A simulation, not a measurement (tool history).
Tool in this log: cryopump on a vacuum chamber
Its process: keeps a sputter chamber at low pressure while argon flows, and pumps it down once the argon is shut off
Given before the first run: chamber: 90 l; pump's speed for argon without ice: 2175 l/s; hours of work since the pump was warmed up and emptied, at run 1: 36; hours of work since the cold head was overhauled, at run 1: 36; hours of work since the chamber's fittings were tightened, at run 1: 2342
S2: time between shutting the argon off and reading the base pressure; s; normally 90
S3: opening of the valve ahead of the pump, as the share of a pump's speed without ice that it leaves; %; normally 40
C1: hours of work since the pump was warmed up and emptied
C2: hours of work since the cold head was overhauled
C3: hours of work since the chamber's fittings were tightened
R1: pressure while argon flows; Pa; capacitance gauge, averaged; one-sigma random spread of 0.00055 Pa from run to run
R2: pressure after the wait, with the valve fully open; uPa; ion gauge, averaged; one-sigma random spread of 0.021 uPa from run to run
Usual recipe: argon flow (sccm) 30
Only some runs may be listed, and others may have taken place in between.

Run 1, day 0: usual settings; C1 36; C2 36; C3 2342. Result: R1 0.0591 Pa, R2 1.15 uPa.
Run 2, day 2.271: usual settings; C1 79; C2 79; C3 2384. Result: R1 0.0586 Pa, R2 1.15 uPa.
Run 3, day 3.5: usual settings but S3 21 %; C1 102; C2 102; C3 2407. Result: R1 0.1127 Pa, R2 1.13 uPa.
Run 4, day 5.675: usual settings but S3 21 %; C1 143; C2 143; C3 2448. Result: R1 0.112 Pa, R2 1.19 uPa.
Run 5, day 6.975: usual settings but S3 21 %; C1 167; C2 167; C3 2473. Result: R1 0.1116 Pa, R2 1.16 uPa.
Run 6, day 8.517: usual settings but S3 26 %; C1 196; C2 196; C3 2502. Result: R1 0.0906 Pa, R2 1.23 uPa.
Run 7, day 10.438: usual settings but S2 64 s, S3 26 %; C1 232; C2 232; C3 2538. Result: R1 0.0914 Pa, R2 1.32 uPa.
Run 8, day 12.162: usual settings but S2 64 s, S3 25 %; C1 264; C2 264; C3 2570. Result: R1 0.0952 Pa, R2 1.39 uPa.
Run 9, day 13.3: usual settings but S2 64 s, S3 25 %; C1 286; C2 286; C3 2592. Result: R1 0.0956 Pa, R2 1.38 uPa.
Run 10, day 14.996: usual settings but S2 209 s; C1 318; C2 318; C3 2623. Result: R1 0.0605 Pa, R2 1.15 uPa.
Run 11, day 16.021: usual settings but argon flow (sccm) 52, S2 209 s; C1 337; C2 337; C3 2643. Result: R1 0.1053 Pa, R2 1.21 uPa.
Run 12, day 17.55: usual settings but argon flow (sccm) 17, S2 186 s, S3 32 %; C1 366; C2 366; C3 2672. Result: R1 0.0424 Pa, R2 1.25 uPa.
Run 13, day 19.196: usual settings but argon flow (sccm) 25, S2 70 s, S3 32 %; C1 397; C2 397; C3 2702. Result: R1 0.0636 Pa, R2 1.43 uPa.
Run 14, day 21.175: usual settings but argon flow (sccm) 25, S2 70 s, S3 32 %; C1 434; C2 434; C3 2740. Result: R1 0.0633 Pa, R2 1.42 uPa.
Run 15, day 23.329: usual settings but S2 275 s, S3 18 %; C1 474; C2 474; C3 2780. Result: R1 0.1332 Pa, R2 1.28 uPa.
Run 16, day 25.012: usual settings but argon flow (sccm) 17, S2 103 s, S3 47 %; C1 506; C2 506; C3 2812. Result: R1 0.0296 Pa, R2 1.4 uPa.
Run 17, day 26.971: usual settings but argon flow (sccm) 22, S3 38 %; C1 543; C2 543; C3 2849. Result: R1 0.0461 Pa, R2 1.49 uPa.
Run 18, day 28.712: usual settings but argon flow (sccm) 29, S2 31 s, S3 31 %; C1 576; C2 576; C3 2881. Result: R1 0.0769 Pa, R2 1.89 uPa.
Run 19, day 29.854: usual settings but argon flow (sccm) 14, S2 31 s, S3 51 %; C1 597; C2 597; C3 2903. Result: R1 0.0231 Pa, R2 1.82 uPa.
Run 20, day 31.838: usual settings but argon flow (sccm) 14, S2 76 s; C1 634; C2 634; C3 2940. Result: R1 0.0294 Pa, R2 1.58 uPa.
Run 21, day 34.246: usual settings but argon flow (sccm) 44, S2 80 s; C1 680; C2 680; C3 2985. Result: R1 0.0928 Pa, R2 1.61 uPa.

Predict each of these 3 candidate next runs independently; none follows another, all start after run 21:
Run A, day 35.629: usual settings but S2 77 s; C1 706; C2 706; C3 3011. Result: R1 ?, R2 ?.
Run B, day 35.629: usual settings but argon flow (sccm) 44, S2 80 s, S3 59 %; C1 706; C2 706; C3 3011. Result: R1 ?, R2 ?.
Run C, day 35.629: usual settings but S3 37 %; C1 706; C2 706; C3 3011. Result: R1 ?, R2 ?.

run      R1    R2
  A  0.0633  1.62
  B  0.0661  1.66
  C   0.068  1.62
What these runs would have given with no unlogged condition in the tool:
run      R1    R2
  A  0.0581  0.34
  B  0.0584  0.36
  C  0.0627  0.31
